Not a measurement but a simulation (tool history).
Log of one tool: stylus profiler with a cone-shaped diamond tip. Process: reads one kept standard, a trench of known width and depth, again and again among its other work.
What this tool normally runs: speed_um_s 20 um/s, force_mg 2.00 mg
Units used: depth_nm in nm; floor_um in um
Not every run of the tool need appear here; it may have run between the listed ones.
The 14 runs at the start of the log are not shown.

run   hour  speed_um_s  force_mg  scans with this tip  hours of work since the height scale was calibrated  depth_nm  floor_um
 15  208.6          20      2.00                 7634                                                  682    202.39     47.06
 16  224.8          20      2.00                 7745                                                  691    202.39     47.03
 17  248.3          20      2.00                 7907                                                  706    202.43     47.05
 18  264.6          20      1.04                 8018                                                  716    201.58     46.97
 19  279.5          20      1.04                 8121                                                  725    201.52     46.98
 20  289.2          20      1.04                 8187                                                  731    201.55     46.97
 21  303.8          65      2.00                 8287                                                  740    202.38     46.78
 22  317.4          20      2.00                 8381                                                  748    202.40     47.06
 23  330.4          20      2.85                 8470                                                  756    203.01     47.04
 24  350.2           6      0.86                 8606                                                  768    201.39     47.12
 25  370.8          20      1.96                 8748                                                  781    202.35     47.06
 26  389.2          18      5.33                 8874                                                  792    204.60     47.15
 27  406.2          52      0.80                 8991                                                  803    201.30     46.60

What will run 28 give?
 28  427.7          25      0.74                 9138                                                  816         ?         ?

{"run 28": {"depth_nm": 201.23, "floor_um": 46.94}}
Had the tool carried no hidden state, the very same run would have given depth_nm 201.22 nm, floor_um 46.95 um.
